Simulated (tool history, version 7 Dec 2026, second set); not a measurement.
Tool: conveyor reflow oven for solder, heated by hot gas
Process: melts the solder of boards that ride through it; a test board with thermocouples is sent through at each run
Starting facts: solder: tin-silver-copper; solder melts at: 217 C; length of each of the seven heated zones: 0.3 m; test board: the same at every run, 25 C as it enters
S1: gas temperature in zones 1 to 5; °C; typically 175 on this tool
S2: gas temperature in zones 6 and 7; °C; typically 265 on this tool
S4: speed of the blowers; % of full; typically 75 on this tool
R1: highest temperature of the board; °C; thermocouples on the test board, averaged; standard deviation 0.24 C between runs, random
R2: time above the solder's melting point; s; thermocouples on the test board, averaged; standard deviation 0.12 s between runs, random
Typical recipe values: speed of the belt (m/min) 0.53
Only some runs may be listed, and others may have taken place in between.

run 1 hour=0 | S1=175 S2=265 speed_of_the_belt_(m/min)=0.53 S4=75 | R1=250.9 R2=51.2
run 2 hour=12.1 | S1=175 S2=265 speed_of_the_belt_(m/min)=0.53 S4=75 | R1=250.7 R2=51.3
run 3 hour=29.2 | S1=175 S2=265 speed_of_the_belt_(m/min)=0.53 S4=75 | R1=250.5 R2=51
run 4 hour=45.5 | S1=175 S2=265 speed_of_the_belt_(m/min)=0.53 S4=75 | R1=250.6 R2=51.1
run 5 hour=63.7 | S1=175 S2=265 speed_of_the_belt_(m/min)=0.53 S4=75 | R1=250.9 R2=51
run 6 hour=83.9 | S1=175 S2=265 speed_of_the_belt_(m/min)=0.53 S4=75 | R1=250.1 R2=51.1
run 7 hour=95 | S1=175 S2=265 speed_of_the_belt_(m/min)=0.53 S4=75 | R1=250.1 R2=51
run 8 hour=113.8 | S1=175 S2=265 speed_of_the_belt_(m/min)=0.53 S4=75 | R1=250.5 R2=50.9
run 9 hour=134.8 | S1=175 S2=265 speed_of_the_belt_(m/min)=0.53 S4=75 | R1=250.3 R2=50.9
run 10 hour=149.7 | S1=185 S2=265 speed_of_the_belt_(m/min)=0.626 S4=90 | R1=249.6 R2=44.9
run 11 hour=169 | S1=185 S2=265 speed_of_the_belt_(m/min)=0.626 S4=90 | R1=250 R2=45.1
run 12 hour=188.3 | S1=175 S2=265 speed_of_the_belt_(m/min)=0.431 S4=75 | R1=254.9 R2=68
run 13 hour=198.6 | S1=175 S2=265 speed_of_the_belt_(m/min)=0.559 S4=79 | R1=249.3 R2=47.2
-- hour=212.9 flux residue cleaned out of gas plates and filters
run 14 hour=217.3 | S1=166 S2=278 speed_of_the_belt_(m/min)=0.572 S4=79 | R1=259.8 R2=49.9

Below are 5 alternative next runs, each starting from the tool's condition after run 14. Predict each:
run A hour=227.9 | S1=168 S2=278 speed_of_the_belt_(m/min)=0.53 S4=67 | R1=? R2=?
run B hour=227.9 | S1=175 S2=255 speed_of_the_belt_(m/min)=0.53 S4=75 | R1=? R2=?
run C hour=227.9 | S1=166 S2=268 speed_of_the_belt_(m/min)=0.572 S4=79 | R1=? R2=?
run D hour=227.9 | S1=166 S2=278 speed_of_the_belt_(m/min)=0.572 S4=50 | R1=? R2=?
run E hour=227.9 | S1=175 S2=265 speed_of_the_belt_(m/min)=0.534 S4=75 | R1=? R2=?

run=A R1=260.4 R2=54.4
run=B R1=242 R2=45.6
run=C R1=250.7 R2=45.1
run=D R1=251.8 R2=43.7
run=E R1=251.2 R2=51.5
With no hidden state in the tool, these same runs would have given:
run=A R1=261.1 R2=53.9
run=B R1=242.8 R2=45.5
run=C R1=251.4 R2=44.8
run=D R1=252.3 R2=43.3
run=E R1=252 R2=51.2
